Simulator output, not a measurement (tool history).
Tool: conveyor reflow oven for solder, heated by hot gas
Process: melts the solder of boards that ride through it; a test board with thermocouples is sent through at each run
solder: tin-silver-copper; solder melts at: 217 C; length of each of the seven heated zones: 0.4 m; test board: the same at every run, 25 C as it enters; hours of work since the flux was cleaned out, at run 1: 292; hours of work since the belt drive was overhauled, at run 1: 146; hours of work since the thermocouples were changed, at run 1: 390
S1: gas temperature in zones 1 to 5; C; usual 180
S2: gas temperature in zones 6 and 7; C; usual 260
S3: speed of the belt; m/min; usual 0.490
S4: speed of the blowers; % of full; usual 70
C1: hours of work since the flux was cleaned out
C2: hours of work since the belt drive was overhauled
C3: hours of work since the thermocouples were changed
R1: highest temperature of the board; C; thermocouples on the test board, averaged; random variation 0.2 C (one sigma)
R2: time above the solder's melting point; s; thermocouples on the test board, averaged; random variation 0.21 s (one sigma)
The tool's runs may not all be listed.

{"run": 1, "hour": 0.0, "S1": 180, "S2": 260, "S3": 0.49, "S4": 70, "C1": 292, "C2": 146, "C3": 390, "R1": 245.3, "R2": 69.6}
{"run": 2, "hour": 6.7, "S1": 180, "S2": 260, "S3": 0.517, "S4": 70, "C1": 296, "C2": 149, "C3": 394, "R1": 243.3, "R2": 63.0}
{"run": 3, "hour": 12.0, "S1": 180, "S2": 260, "S3": 0.49, "S4": 70, "C1": 299, "C2": 152, "C3": 396, "R1": 245.6, "R2": 69.0}
{"run": 4, "hour": 21.1, "S1": 180, "S2": 260, "S3": 0.49, "S4": 70, "C1": 304, "C2": 157, "C3": 401, "R1": 245.3, "R2": 69.0}
{"run": 5, "hour": 32.2, "S1": 180, "S2": 260, "S3": 0.49, "S4": 70, "C1": 310, "C2": 163, "C3": 407, "R1": 245.3, "R2": 69.1}
{"run": 6, "hour": 41.7, "S1": 180, "S2": 260, "S3": 0.49, "S4": 70, "C1": 315, "C2": 168, "C3": 413, "R1": 244.9, "R2": 68.6}
{"run": 7, "hour": 49.4, "S1": 180, "S2": 260, "S3": 0.49, "S4": 70, "C1": 319, "C2": 173, "C3": 417, "R1": 244.7, "R2": 68.9}
{"run": 8, "hour": 60.0, "S1": 180, "S2": 260, "S3": 0.49, "S4": 70, "C1": 325, "C2": 178, "C3": 423, "R1": 245.1, "R2": 68.6}
{"run": 9, "hour": 71.2, "S1": 180, "S2": 260, "S3": 0.49, "S4": 70, "C1": 331, "C2": 184, "C3": 429, "R1": 244.8, "R2": 68.6}
{"run": 10, "hour": 77.1, "S1": 180, "S2": 260, "S3": 0.49, "S4": 70, "C1": 334, "C2": 188, "C3": 432, "R1": 245.0, "R2": 69.1}
{"run": 11, "hour": 82.7, "S1": 180, "S2": 260, "S3": 0.49, "S4": 70, "C1": 337, "C2": 191, "C3": 435, "R1": 244.8, "R2": 68.5}
{"run": 12, "hour": 92.1, "S1": 180, "S2": 260, "S3": 0.49, "S4": 70, "C1": 342, "C2": 196, "C3": 440, "R1": 244.8, "R2": 68.9}
{"hour": 99.5, "done": "flux residue cleaned out of gas plates and filters"}
{"run": 13, "hour": 108.4, "S1": 180, "S2": 266, "S3": 0.49, "S4": 70, "C1": 5, "C2": 202, "C3": 446, "R1": 249.0, "R2": 72.4}
{"run": 14, "hour": 116.7, "S1": 180, "S2": 266, "S3": 0.49, "S4": 70, "C1": 9, "C2": 206, "C3": 451, "R1": 248.9, "R2": 72.3}
{"run": 15, "hour": 122.8, "S1": 180, "S2": 266, "S3": 0.49, "S4": 70, "C1": 13, "C2": 210, "C3": 454, "R1": 248.5, "R2": 72.4}
{"run": 16, "hour": 130.0, "S1": 180, "S2": 266, "S3": 0.49, "S4": 70, "C1": 17, "C2": 214, "C3": 458, "R1": 249.1, "R2": 72.5}
{"hour": 141.0, "done": "flux residue cleaned out of gas plates and filters, once more"}
{"run": 17, "hour": 143.7, "S1": 192, "S2": 249, "S3": 0.543, "S4": 54, "C1": 1, "C2": 218, "C3": 463, "R1": 233.8, "R2": 52.8}
{"run": 18, "hour": 152.6, "S1": 192, "S2": 249, "S3": 0.543, "S4": 54, "C1": 6, "C2": 223, "C3": 468, "R1": 233.9, "R2": 53.1}
{"run": 19, "hour": 163.8, "S1": 180, "S2": 260, "S3": 0.5, "S4": 62, "C1": 12, "C2": 229, "C3": 474, "R1": 244.4, "R2": 66.5}
{"run": 20, "hour": 169.4, "S1": 180, "S2": 255, "S3": 0.5, "S4": 64, "C1": 15, "C2": 232, "C3": 477, "R1": 240.5, "R2": 62.5}
{"run": 21, "hour": 180.5, "S1": 180, "S2": 261, "S3": 0.588, "S4": 64, "C1": 22, "C2": 238, "C3": 483, "R1": 240.9, "R2": 50.8}
{"run": 22, "hour": 190.7, "S1": 173, "S2": 258, "S3": 0.453, "S4": 65, "C1": 27, "C2": 244, "C3": 488, "R1": 244.9, "R2": 72.0}
{"run": 23, "hour": 196.4, "S1": 173, "S2": 258, "S3": 0.453, "S4": 65, "C1": 30, "C2": 247, "C3": 491, "R1": 245.1, "R2": 72.2}
{"run": 24, "hour": 205.5, "S1": 189, "S2": 264, "S3": 0.404, "S4": 56, "C1": 35, "C2": 252, "C3": 496, "R1": 253.7, "R2": 101.5}
{"run": 25, "hour": 214.6, "S1": 189, "S2": 264, "S3": 0.404, "S4": 56, "C1": 40, "C2": 257, "C3": 501, "R1": 253.6, "R2": 102.0}
{"run": 26, "hour": 220.3, "S1": 189, "S2": 264, "S3": 0.404, "S4": 56, "C1": 43, "C2": 260, "C3": 504, "R1": 254.2, "R2": 102.3}
{"run": 27, "hour": 227.6, "S1": 166, "S2": 255, "S3": 0.475, "S4": 61, "C1": 47, "C2": 264, "C3": 508, "R1": 238.6, "R2": 56.9}
{"run": 28, "hour": 234.8, "S1": 166, "S2": 255, "S3": 0.475, "S4": 61, "C1": 51, "C2": 268, "C3": 512, "R1": 238.5, "R2": 56.1}
{"run": 29, "hour": 242.0, "S1": 193, "S2": 261, "S3": 0.49, "S4": 60, "C1": 55, "C2": 272, "C3": 516, "R1": 248.0, "R2": 80.2}
{"run": 30, "hour": 253.9, "S1": 193, "S2": 261, "S3": 0.49, "S4": 60, "C1": 61, "C2": 278, "C3": 523, "R1": 247.7, "R2": 79.8}
{"run": 31, "hour": 260.0, "S1": 193, "S2": 261, "S3": 0.49, "S4": 60, "C1": 65, "C2": 282, "C3": 526, "R1": 247.6, "R2": 79.5}
{"run": 32, "hour": 269.6, "S1": 167, "S2": 259, "S3": 0.518, "S4": 53, "C1": 70, "C2": 287, "C3": 531, "R1": 237.8, "R2": 48.3}

Forecast each of these 3 alternatives for the next run:
{"run": "A", "hour": 275.1, "S1": 167, "S2": 268, "S3": 0.518, "S4": 53, "C1": 73, "C2": 290, "C3": 534, "R1": "?", "R2": "?"}
{"run": "B", "hour": 275.1, "S1": 167, "S2": 257, "S3": 0.518, "S4": 53, "C1": 73, "C2": 290, "C3": 534, "R1": "?", "R2": "?"}
{"run": "C", "hour": 275.1, "S1": 180, "S2": 260, "S3": 0.446, "S4": 70, "C1": 73, "C2": 290, "C3": 534, "R1": "?", "R2": "?"}

run=A R1=245.0 R2=57.9
run=B R1=236.0 R2=45.7
run=C R1=248.4 R2=81.9
Without the tool's hidden state the same runs would have given:
run=A R1=246.3 R2=59.2
run=B R1=237.2 R2=47.5
run=C R1=249.5 R2=83.0

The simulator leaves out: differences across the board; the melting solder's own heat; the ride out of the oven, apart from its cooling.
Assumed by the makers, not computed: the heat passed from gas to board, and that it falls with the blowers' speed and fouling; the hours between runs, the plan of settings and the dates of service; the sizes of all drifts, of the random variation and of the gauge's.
